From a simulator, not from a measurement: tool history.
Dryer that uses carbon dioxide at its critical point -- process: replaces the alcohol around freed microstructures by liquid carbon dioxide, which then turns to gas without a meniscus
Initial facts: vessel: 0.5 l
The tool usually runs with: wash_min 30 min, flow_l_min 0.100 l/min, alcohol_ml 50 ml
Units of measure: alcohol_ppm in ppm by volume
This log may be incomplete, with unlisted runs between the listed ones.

run	hour	wash_min	flow_l_min	alcohol_ml	alcohol_ppm
1	0.0	30	0.100	50	697
2	31.7	30	0.100	50	701
3	67.8	44	0.100	50	103
4	94.6	44	0.100	50	119
5	121.4	30	0.100	50	710
6	154.2	30	0.100	50	718
7	178.3	21	0.100	50	3027
8	197.1	21	0.100	50	3092
9	223.2	21	0.100	50	3033
10	244.3	21	0.100	50	3065
11	270.1	30	0.061	50	5148
12	291.1	30	0.100	41	616
13	324.6	30	0.100	41	624
14	360.3	32	0.100	50	576
15	399.0	30	0.090	60	1480
16	419.1	32	0.100	47	556
17	436.5	20	0.108	97	5615

What does the tool deliver on the next run?
18	462.2	30	0.079	43	?

alcohol_ppm: 1917 ppm by volume
With no hidden state in the tool, this same run would have given alcohol_ppm 1604 ppm by volume.
